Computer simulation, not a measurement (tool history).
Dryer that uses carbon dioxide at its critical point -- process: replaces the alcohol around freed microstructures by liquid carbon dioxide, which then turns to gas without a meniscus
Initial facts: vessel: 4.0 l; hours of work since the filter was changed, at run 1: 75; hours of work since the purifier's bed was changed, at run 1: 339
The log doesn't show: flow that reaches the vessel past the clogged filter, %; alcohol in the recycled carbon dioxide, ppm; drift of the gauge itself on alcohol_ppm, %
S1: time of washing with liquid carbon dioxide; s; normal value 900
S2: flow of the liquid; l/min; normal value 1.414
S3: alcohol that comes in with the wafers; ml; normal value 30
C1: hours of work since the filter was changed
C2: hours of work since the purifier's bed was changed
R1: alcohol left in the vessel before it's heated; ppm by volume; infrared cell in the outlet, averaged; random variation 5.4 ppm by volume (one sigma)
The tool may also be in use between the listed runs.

run 1 hour=0.0 | S1=900 S2=1.414 S3=30 | C1=75 C2=339 | R1=220
run 2 hour=12.6 | S1=900 S2=1.414 S3=30 | C1=83 C2=347 | R1=242
run 3 hour=23.3 | S1=900 S2=1.414 S3=30 | C1=90 C2=354 | R1=242
run 4 hour=31.4 | S1=900 S2=1.414 S3=30 | C1=95 C2=359 | R1=243
run 5 hour=43.6 | S1=1320 S2=1.414 S3=30 | C1=102 C2=367 | R1=108
run 6 hour=54.9 | S1=900 S2=1.070 S3=30 | C1=110 C2=374 | R1=531
run 7 hour=61.1 | S1=900 S2=1.070 S3=30 | C1=114 C2=378 | R1=515
run 8 hour=68.3 | S1=900 S2=1.070 S3=30 | C1=118 C2=383 | R1=528
run 9 hour=81.7 | S1=900 S2=1.070 S3=30 | C1=127 C2=391 | R1=534
run 10 hour=94.8 | S1=900 S2=1.050 S3=30 | C1=135 C2=399 | R1=567
run 11 hour=103.2 | S1=900 S2=1.414 S3=37 | C1=140 C2=405 | R1=295
run 12 hour=112.5 | S1=900 S2=1.050 S3=37 | C1=146 C2=411 | R1=699
run 13 hour=121.0 | S1=900 S2=1.414 S3=30 | C1=151 C2=416 | R1=274
run 14 hour=126.7 | S1=900 S2=1.510 S3=30 | C1=155 C2=420 | R1=231
run 15 hour=138.4 | S1=900 S2=1.350 S3=30 | C1=163 C2=427 | R1=308
run 16 hour=149.4 | S1=900 S2=1.414 S3=25 | C1=169 C2=434 | R1=258
run 17 hour=155.8 | S1=900 S2=1.414 S3=104 | C1=173 C2=438 | R1=759
run 18 hour=168.8 | S1=900 S2=1.414 S3=104 | C1=182 C2=446 | R1=753
run 19 hour=180.3 | S1=900 S2=1.414 S3=104 | C1=189 C2=454 | R1=767
run 20 hour=188.7 | S1=900 S2=1.414 S3=105 | C1=194 C2=459 | R1=791
run 21 hour=198.1 | S1=900 S2=1.414 S3=105 | C1=200 C2=465 | R1=795
run 22 hour=203.6 | S1=900 S2=1.414 S3=105 | C1=204 C2=468 | R1=825
run 23 hour=216.7 | S1=900 S2=1.414 S3=105 | C1=212 C2=477 | R1=830
run 24 hour=224.0 | S1=900 S2=1.414 S3=30 | C1=217 C2=481 | R1=314
run 25 hour=230.2 | S1=900 S2=1.414 S3=30 | C1=221 C2=485 | R1=319
run 26 hour=236.6 | S1=900 S2=1.414 S3=30 | C1=225 C2=489 | R1=325
run 27 hour=248.1 | S1=900 S2=1.414 S3=120 | C1=232 C2=497 | R1=964
run 28 hour=256.3 | S1=1140 S2=1.260 S3=55 | C1=237 C2=502 | R1=371
run 29 hour=268.7 | S1=1140 S2=1.260 S3=55 | C1=245 C2=510 | R1=373
run 30 hour=279.5 | S1=1140 S2=1.260 S3=55 | C1=252 C2=516 | R1=394
run 31 hour=286.6 | S1=1140 S2=1.260 S3=55 | C1=256 C2=521 | R1=395
run 32 hour=296.6 | S1=840 S2=1.300 S3=96 | C1=263 C2=527 | R1=1311
run 33 hour=304.8 | S1=780 S2=1.220 S3=96 | C1=268 C2=532 | R1=1961
run 34 hour=312.1 | S1=720 S2=1.790 S3=96 | C1=273 C2=537 | R1=796
run 35 hour=320.9 | S1=1200 S2=1.090 S3=66 | C1=278 C2=543 | R1=634
-- hour=329.0 inlet filter changed
run 36 hour=329.2 | S1=960 S2=2.310 S3=81 | C1=0 C2=547 | R1=142
run 37 hour=341.7 | S1=900 S2=1.360 S3=74 | C1=8 C2=555 | R1=485
run 38 hour=352.4 | S1=900 S2=1.360 S3=74 | C1=15 C2=562 | R1=513
run 39 hour=358.0 | S1=900 S2=1.360 S3=74 | C1=18 C2=565 | R1=513
run 40 hour=367.4 | S1=900 S2=1.360 S3=74 | C1=24 C2=571 | R1=515
run 41 hour=375.8 | S1=1140 S2=1.414 S3=59 | C1=30 C2=577 | R1=218
run 42 hour=383.9 | S1=1140 S2=2.220 S3=59 | C1=35 C2=582 | R1=139
run 43 hour=390.4 | S1=1140 S2=2.220 S3=59 | C1=39 C2=586 | R1=143
run 44 hour=401.8 | S1=1140 S2=1.890 S3=59 | C1=46 C2=593 | R1=154
run 45 hour=410.7 | S1=840 S2=0.960 S3=56 | C1=52 C2=599 | R1=1334
run 46 hour=417.7 | S1=1200 S2=1.414 S3=73 | C1=56 C2=603 | R1=228
run 47 hour=424.8 | S1=660 S2=2.210 S3=74 | C1=61 C2=608 | R1=322

Measured less the same run without the tool's hidden state. The same run-to-run variation is in both; the gauge's scatter may not be:
run=1 R1=+97
run=2 R1=+107
run=3 R1=+106
run=4 R1=+109
run=5 R1=+87
run=6 R1=+160
run=7 R1=+158
run=8 R1=+166
run=9 R1=+174
run=10 R1=+186
run=11 R1=+144
run=12 R1=+223
run=13 R1=+142
run=14 R1=+134
run=15 R1=+162
run=16 R1=+146
run=17 R1=+317
run=18 R1=+324
run=19 R1=+340
run=20 R1=+350
run=21 R1=+358
run=22 R1=+375
run=23 R1=+388
run=24 R1=+188
run=25 R1=+190
run=26 R1=+197
run=27 R1=+465
run=28 R1=+228
run=29 R1=+236
run=30 R1=+244
run=31 R1=+247
run=32 R1=+600
run=33 R1=+803
run=34 R1=+441
run=35 R1=+364
run=36 R1=+123
run=37 R1=+131
run=38 R1=+141
run=39 R1=+144
run=40 R1=+149
run=41 R1=+133
run=42 R1=+130
run=43 R1=+132
run=44 R1=+134
run=45 R1=+226
run=46 R1=+147
run=47 R1=+163

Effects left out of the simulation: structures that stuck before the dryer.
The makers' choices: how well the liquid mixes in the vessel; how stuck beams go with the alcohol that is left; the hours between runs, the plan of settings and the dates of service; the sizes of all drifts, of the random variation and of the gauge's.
